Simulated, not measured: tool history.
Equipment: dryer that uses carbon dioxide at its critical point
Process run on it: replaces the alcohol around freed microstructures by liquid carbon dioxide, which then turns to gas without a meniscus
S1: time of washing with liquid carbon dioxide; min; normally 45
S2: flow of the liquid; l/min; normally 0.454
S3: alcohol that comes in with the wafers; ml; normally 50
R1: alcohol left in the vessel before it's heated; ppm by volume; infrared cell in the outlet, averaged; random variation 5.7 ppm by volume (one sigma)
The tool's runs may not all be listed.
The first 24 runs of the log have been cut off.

run	day	S1	S2	S3	R1
# day 29.783: inlet filter changed
25	30.783	45	0.454	30	179
26	32.35	54	0.319	24	248
27	34.138	47	0.535	91	262
28	35.246	48	0.279	85	1667
29	36.838	50	0.454	119	514
30	38.275	50	0.454	119	594
# day 38.758: inlet filter changed
31	39.925	50	0.454	119	368
32	41.496	50	0.327	78	819
33	43.292	50	0.327	78	895
34	44.25	37	0.679	50	216

What will run 35 give?
35	45.042	51	0.454	29	?

R1: 194 ppm by volume
With no hidden state in the tool, this same run would have given R1 62 ppm by volume.

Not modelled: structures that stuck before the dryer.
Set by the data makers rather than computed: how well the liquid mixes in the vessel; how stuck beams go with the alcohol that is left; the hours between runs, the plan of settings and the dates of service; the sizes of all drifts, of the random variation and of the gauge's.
